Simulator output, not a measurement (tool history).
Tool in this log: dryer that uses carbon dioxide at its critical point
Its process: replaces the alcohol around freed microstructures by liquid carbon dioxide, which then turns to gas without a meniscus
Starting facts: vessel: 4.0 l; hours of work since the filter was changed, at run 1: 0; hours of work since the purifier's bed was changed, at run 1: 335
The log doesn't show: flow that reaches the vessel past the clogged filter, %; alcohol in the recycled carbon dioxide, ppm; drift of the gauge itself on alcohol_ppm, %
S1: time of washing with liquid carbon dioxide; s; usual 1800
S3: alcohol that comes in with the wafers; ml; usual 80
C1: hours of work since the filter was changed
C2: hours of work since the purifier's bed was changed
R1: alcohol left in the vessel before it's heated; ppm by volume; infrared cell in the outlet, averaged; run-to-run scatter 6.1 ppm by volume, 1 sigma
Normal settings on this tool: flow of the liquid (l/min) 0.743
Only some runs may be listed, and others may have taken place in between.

Run 1, hour 0.0: usual settings; C1 0; C2 335. Result: R1 265 ppm by volume.
Run 2, hour 37.9: usual settings; C1 27; C2 362. Result: R1 290 ppm by volume.
Run 3, hour 62.0: usual settings; C1 45; C2 380. Result: R1 327 ppm by volume.
Run 4, hour 92.9: usual settings; C1 67; C2 402. Result: R1 357 ppm by volume.
Run 5, hour 122.0: usual settings; C1 88; C2 423. Result: R1 387 ppm by volume.
Run 6, hour 150.9: usual settings; C1 109; C2 444. Result: R1 403 ppm by volume.
Run 7, hour 169.2: usual settings; C1 122; C2 457. Result: R1 426 ppm by volume.
Run 8, hour 208.8: usual settings; C1 151; C2 486. Result: R1 476 ppm by volume.
Run 9, hour 228.6: usual settings but S1 2580 s; C1 165; C2 500. Result: R1 136 ppm by volume.
At hour 236.8: inlet filter changed.
Run 10, hour 252.6: usual settings but S1 2580 s; C1 11; C2 517. Result: R1 80 ppm by volume.
Run 11, hour 289.9: usual settings but S1 2580 s; C1 38; C2 544. Result: R1 91 ppm by volume.
Run 12, hour 327.1: usual settings; C1 65; C2 570. Result: R1 360 ppm by volume.
Run 13, hour 347.1: usual settings; C1 80; C2 585. Result: R1 365 ppm by volume.
Run 14, hour 368.7: usual settings; C1 95; C2 600. Result: R1 377 ppm by volume.
Run 15, hour 387.7: usual settings; C1 109; C2 614. Result: R1 432 ppm by volume.
Run 16, hour 409.1: usual settings but S3 32 ml; C1 124; C2 630. Result: R1 217 ppm by volume.
Run 17, hour 440.0: usual settings but S3 32 ml; C1 147; C2 652. Result: R1 228 ppm by volume.
Run 18, hour 462.2: usual settings but S3 65 ml; C1 163; C2 668. Result: R1 429 ppm by volume.
At hour 474.6: inlet filter changed.
Run 19, hour 481.9: usual settings but S3 34 ml; C1 5; C2 681. Result: R1 154 ppm by volume.
Run 20, hour 511.0: usual settings but S3 34 ml; C1 26; C2 702. Result: R1 177 ppm by volume.
Run 21, hour 531.6: usual settings but S3 34 ml; C1 41; C2 717. Result: R1 177 ppm by volume.
At hour 553.7: purifier's bed changed.
Run 22, hour 571.0: usual settings; C1 67; C2 12. Result: R1 315 ppm by volume.
Run 23, hour 595.6: usual settings; C1 85; C2 30. Result: R1 328 ppm by volume.
Run 24, hour 632.4: usual settings; C1 112; C2 57. Result: R1 383 ppm by volume.
Run 25, hour 668.8: usual settings but S3 27 ml; C1 138; C2 83. Result: R1 149 ppm by volume.
Run 26, hour 688.2: usual settings but flow of the liquid (l/min) 0.532, S3 110 ml; C1 152; C2 97. Result: R1 1738 ppm by volume.
At hour 715.1: inlet filter changed.
Run 27, hour 715.1: usual settings but flow of the liquid (l/min) 0.532, S3 110 ml; C1 0; C2 116. Result: R1 1118 ppm by volume.
Run 28, hour 736.3: usual settings but flow of the liquid (l/min) 0.768, S3 71 ml; C1 15; C2 131. Result: R1 210 ppm by volume.
Run 29, hour 754.5: usual settings but flow of the liquid (l/min) 0.768, S3 71 ml; C1 28; C2 144. Result: R1 217 ppm by volume.
Run 30, hour 795.1: usual settings but S3 22 ml; C1 58; C2 173. Result: R1 109 ppm by volume.
Run 31, hour 819.8: usual settings but S1 1740 s, S3 32 ml; C1 76; C2 191. Result: R1 171 ppm by volume.
Run 32, hour 849.5: usual settings but S1 1740 s, S3 32 ml; C1 97; C2 213. Result: R1 178 ppm by volume.
Run 33, hour 886.3: usual settings but S1 2460 s, flow of the liquid (l/min) 1.187, S3 20 ml; C1 124; C2 239. Result: R1 30 ppm by volume.
Run 34, hour 906.9: usual settings but flow of the liquid (l/min) 0.514, S3 20 ml; C1 138; C2 254. Result: R1 362 ppm by volume.
Run 35, hour 934.7: usual settings but S1 2820 s; C1 159; C2 274. Result: R1 74 ppm by volume.
At hour 952.1: inlet filter changed.
Run 36, hour 965.5: usual settings but flow of the liquid (l/min) 1.234; C1 10; C2 296. Result: R1 43 ppm by volume.
Run 37, hour 989.5: usual settings but S1 1440 s, flow of the liquid (l/min) 0.890, S3 35 ml; C1 27; C2 313. Result: R1 172 ppm by volume.
Run 38, hour 1019.8: usual settings but S1 1260 s, flow of the liquid (l/min) 0.890, S3 34 ml; C1 49; C2 335. Result: R1 296 ppm by volume.
Run 39, hour 1041.3: usual settings but S1 1260 s, flow of the liquid (l/min) 0.476, S3 34 ml; C1 64; C2 350. Result: R1 1314 ppm by volume.
Run 40, hour 1072.2: usual settings but S1 2160 s, flow of the liquid (l/min) 0.540, S3 97 ml; C1 87; C2 373. Result: R1 723 ppm by volume.
Run 41, hour 1100.3: usual settings but S3 28 ml; C1 107; C2 393. Result: R1 168 ppm by volume.
Run 42, hour 1144.6: usual settings but S1 2760 s; C1 139; C2 425. Result: R1 96 ppm by volume.
Run 43, hour 1165.4: usual settings but S1 2160 s, flow of the liquid (l/min) 0.751, S3 85 ml; C1 154; C2 440. Result: R1 249 ppm by volume.
At hour 1190.1: inlet filter changed.
Run 44, hour 1190.1: usual settings but S1 1200 s, flow of the liquid (l/min) 0.455, S3 87 ml; C1 0; C2 457. Result: R1 3478 ppm by volume.
Run 45, hour 1218.6: usual settings but S1 1080 s, S3 112 ml; C1 21; C2 478. Result: R1 2066 ppm by volume.
Run 46, hour 1253.4: usual settings but S1 1080 s, S3 112 ml; C1 46; C2 503. Result: R1 2193 ppm by volume.
Run 47, hour 1297.7: usual settings but S1 1500 s; C1 78; C2 535. Result: R1 688 ppm by volume.

How would selected steps in R1 from run to run divide? Give the signed amount a tool lacking its hidden state would still show from settings, what came in and random variation, and the signed amount left for the hidden state, including any gauge scatter that is not in both of the compared results.
Run 18 -> 19: S3 65 -> 34, inlet filter changed. R1 -275 ppm by volume: hidden state -178, all else -97.
Run 25 -> 26: flow of the liquid (l/min) 0.743 -> 0.532, S3 27 -> 110. R1 +1589 ppm by volume: hidden state +569, all else +1020.
Run 26 -> 27: inlet filter changed. R1 -620 ppm by volume: hidden state -612, all else -8.
Run 43 -> 44: S1 2160 -> 1200, flow of the liquid (l/min) 0.751 -> 0.455, S3 85 -> 87, inlet filter changed. R1 +3229 ppm by volume: hidden state -91, all else +3320.
Run 46 -> 47: S1 1080 -> 1500, S3 112 -> 80. R1 -1505 ppm by volume: hidden state -90, all else -1415.

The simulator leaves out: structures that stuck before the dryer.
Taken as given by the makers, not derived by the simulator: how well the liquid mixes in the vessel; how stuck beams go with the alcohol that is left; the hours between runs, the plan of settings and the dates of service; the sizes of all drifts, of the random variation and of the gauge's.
